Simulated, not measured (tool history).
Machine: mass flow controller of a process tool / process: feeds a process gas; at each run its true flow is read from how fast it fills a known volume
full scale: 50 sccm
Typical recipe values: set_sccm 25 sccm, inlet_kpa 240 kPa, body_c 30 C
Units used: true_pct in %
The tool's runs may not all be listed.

run 1 hour=0 | set_sccm=25 inlet_kpa=240 body_c=30 | true_pct=97.75
run 2 hour=213.8 | set_sccm=25 inlet_kpa=240 body_c=30 | true_pct=97.67
run 3 hour=407.4 | set_sccm=25 inlet_kpa=240 body_c=30 | true_pct=97.62
run 4 hour=543.4 | set_sccm=25 inlet_kpa=240 body_c=30 | true_pct=97.66
run 5 hour=645.7 | set_sccm=25 inlet_kpa=240 body_c=30 | true_pct=97.61
run 6 hour=846.6 | set_sccm=25 inlet_kpa=240 body_c=25 | true_pct=97.24
run 7 hour=1043.3 | set_sccm=25 inlet_kpa=240 body_c=25 | true_pct=97.33
run 8 hour=1189.5 | set_sccm=25 inlet_kpa=245 body_c=25 | true_pct=97.27
run 9 hour=1398.9 | set_sccm=25 inlet_kpa=245 body_c=25 | true_pct=97.02
run 10 hour=1527.4 | set_sccm=25 inlet_kpa=246 body_c=25 | true_pct=97.02
run 11 hour=1659.8 | set_sccm=25 inlet_kpa=246 body_c=25 | true_pct=97.03
run 12 hour=1830.6 | set_sccm=25 inlet_kpa=240 body_c=21 | true_pct=96.77
run 13 hour=2054.4 | set_sccm=25 inlet_kpa=240 body_c=21 | true_pct=96.68
run 14 hour=2177.4 | set_sccm=25 inlet_kpa=240 body_c=30 | true_pct=97.42
run 15 hour=2301 | set_sccm=25 inlet_kpa=240 body_c=30 | true_pct=97.53
run 16 hour=2427.4 | set_sccm=25 inlet_kpa=240 body_c=30 | true_pct=97.48
run 17 hour=2583.7 | set_sccm=36 inlet_kpa=151 body_c=29 | true_pct=98.59
run 18 hour=2682.7 | set_sccm=7 inlet_kpa=248 body_c=30 | true_pct=97.54
run 19 hour=2905.2 | set_sccm=25 inlet_kpa=240 body_c=40 | true_pct=97.76
run 20 hour=3080.2 | set_sccm=25 inlet_kpa=268 body_c=30 | true_pct=96.65
run 21 hour=3180.2 | set_sccm=21 inlet_kpa=151 body_c=20 | true_pct=96.46
run 22 hour=3359.3 | set_sccm=21 inlet_kpa=236 body_c=20 | true_pct=95.72
run 23 hour=3537.5 | set_sccm=12 inlet_kpa=240 body_c=30 | true_pct=96.19
run 24 hour=3643.8 | set_sccm=12 inlet_kpa=240 body_c=30 | true_pct=96.08
run 25 hour=3820.6 | set_sccm=7 inlet_kpa=271 body_c=26 | true_pct=95.27
run 26 hour=3921.2 | set_sccm=25 inlet_kpa=141 body_c=40 | true_pct=98.4
run 27 hour=4143.7 | set_sccm=17 inlet_kpa=141 body_c=21 | true_pct=96.3
run 28 hour=4261.8 | set_sccm=17 inlet_kpa=141 body_c=21 | true_pct=96.26
run 29 hour=4386 | set_sccm=17 inlet_kpa=141 body_c=21 | true_pct=96.25

Taken out of this log: 2 entries between the listed runs. Where each belongs, and how the hidden state differs across it:
After run 12, before run 13: controller's zero set anew (hour 1849.1)
  flow at rest that the sensor doesn't see, % of full scale: 0.202 -> 0.239; true flow over the shown one, %: -1.48 -> -1.52
  difference, measured minus the result without the unlogged condition, true_pct: -1.08 -> -1.04 %
After run 18, before run 19: controller's zero set anew, once more (hour 2825.4)
  flow at rest that the sensor doesn't see, % of full scale: 0.254 -> 0.013; true flow over the shown one, %: -1.63 -> -1.67
  difference, measured minus the result without the unlogged condition, true_pct: +0.18 -> -1.64 %
